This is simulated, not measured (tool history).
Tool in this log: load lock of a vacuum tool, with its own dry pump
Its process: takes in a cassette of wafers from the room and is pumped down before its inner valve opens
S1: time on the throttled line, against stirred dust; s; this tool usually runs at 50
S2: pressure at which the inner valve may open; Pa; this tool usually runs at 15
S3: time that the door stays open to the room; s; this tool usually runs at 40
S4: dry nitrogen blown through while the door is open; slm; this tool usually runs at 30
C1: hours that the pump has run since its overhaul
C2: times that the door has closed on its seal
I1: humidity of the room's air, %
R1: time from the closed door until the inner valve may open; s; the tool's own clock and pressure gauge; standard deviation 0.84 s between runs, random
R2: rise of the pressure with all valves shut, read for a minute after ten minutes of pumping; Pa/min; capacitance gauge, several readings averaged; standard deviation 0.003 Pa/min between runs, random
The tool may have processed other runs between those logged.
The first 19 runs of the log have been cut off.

run 20 hour=4087.5 | S1=50 S2=21 S3=28 S4=30 | C1=4088 C2=21986 | I1=41.2 | R1=127.2 R2=0.012
run 21 hour=4230.7 | S1=51 S2=10 S3=52 S4=6 | C1=4231 C2=22215 | I1=45.7 | R1=135 R2=0.027
run 22 hour=4441.5 | S1=75 S2=13 S3=40 S4=30 | C1=4442 C2=22552 | I1=45.5 | R1=148.9 R2=0.012
run 23 hour=4576.5 | S1=75 S2=12 S3=40 S4=30 | C1=4577 C2=22768 | I1=44.1 | R1=150.1 R2=0.015
run 24 hour=4754.4 | S1=75 S2=12 S3=111 S4=30 | C1=4754 C2=23052 | I1=45.5 | R1=150.3 R2=0.018
run 25 hour=5020 | S1=37 S2=15 S3=40 S4=19 | C1=5020 C2=23476 | I1=43 | R1=121.7 R2=0.019
run 26 hour=5218.5 | S1=50 S2=17 S3=65 S4=30 | C1=5218 C2=23793 | I1=45.2 | R1=129.5 R2=0.016
run 27 hour=5460 | S1=50 S2=15 S3=40 S4=6 | C1=5460 C2=24179 | I1=43.2 | R1=130.6 R2=0.026
run 28 hour=5733.4 | S1=37 S2=24 S3=52 S4=5 | C1=5733 C2=24616 | I1=44 | R1=115.7 R2=0.032
run 29 hour=5922.8 | S1=81 S2=29 S3=50 S4=7 | C1=5923 C2=24918 | I1=43.6 | R1=145.6 R2=0.032
run 30 hour=6127.1 | S1=40 S2=29 S3=50 S4=5 | C1=6127 C2=25245 | I1=49.7 | R1=116.5 R2=0.032
run 31 hour=6267.9 | S1=50 S2=25 S3=77 S4=30 | C1=6268 C2=25470 | I1=44.2 | R1=125 R2=0.017
run 32 hour=6545.4 | S1=50 S2=25 S3=77 S4=30 | C1=6545 C2=25913 | I1=44.1 | R1=124.4 R2=0.025
run 33 hour=6770.5 | S1=50 S2=25 S3=77 S4=30 | C1=6771 C2=26272 | I1=45.5 | R1=125.3 R2=0.021
run 34 hour=6922.3 | S1=50 S2=16 S3=48 S4=30 | C1=6922 C2=26515 | I1=45.2 | R1=131.4 R2=0.013
run 35 hour=7165.5 | S1=50 S2=16 S3=38 S4=7 | C1=7166 C2=26904 | I1=43.4 | R1=130.8 R2=0.028
run 36 hour=7382.8 | S1=50 S2=16 S3=38 S4=7 | C1=7383 C2=27251 | I1=44.9 | R1=130 R2=0.029
run 37 hour=7573.3 | S1=50 S2=16 S3=40 S4=28 | C1=7573 C2=27555 | I1=44.6 | R1=129.7 R2=0.014

Forecast each of these 4 alternatives for the next run:
run A hour=7744.8 | S1=50 S2=16 S3=54 S4=28 | C1=7745 C2=27829 | I1=44.1 | R1=? R2=?
run B hour=7744.8 | S1=33 S2=14 S3=94 S4=30 | C1=7745 C2=27829 | I1=50.1 | R1=? R2=?
run C hour=7744.8 | S1=50 S2=10 S3=148 S4=36 | C1=7745 C2=27829 | I1=45.3 | R1=? R2=?
run D hour=7744.8 | S1=91 S2=15 S3=40 S4=30 | C1=7745 C2=27829 | I1=47.7 | R1=? R2=?

run=A R1=129.9 R2=0.019
run=B R1=120.6 R2=0.027
run=C R1=136.6 R2=0.026
run=D R1=161.3 R2=0.017
Stripped of hidden state, with their random variation kept, the same runs would have yielded:
run=A R1=129.8 R2=0.018
run=B R1=120.5 R2=0.026
run=C R1=136.5 R2=0.025
run=D R1=161.2 R2=0.017
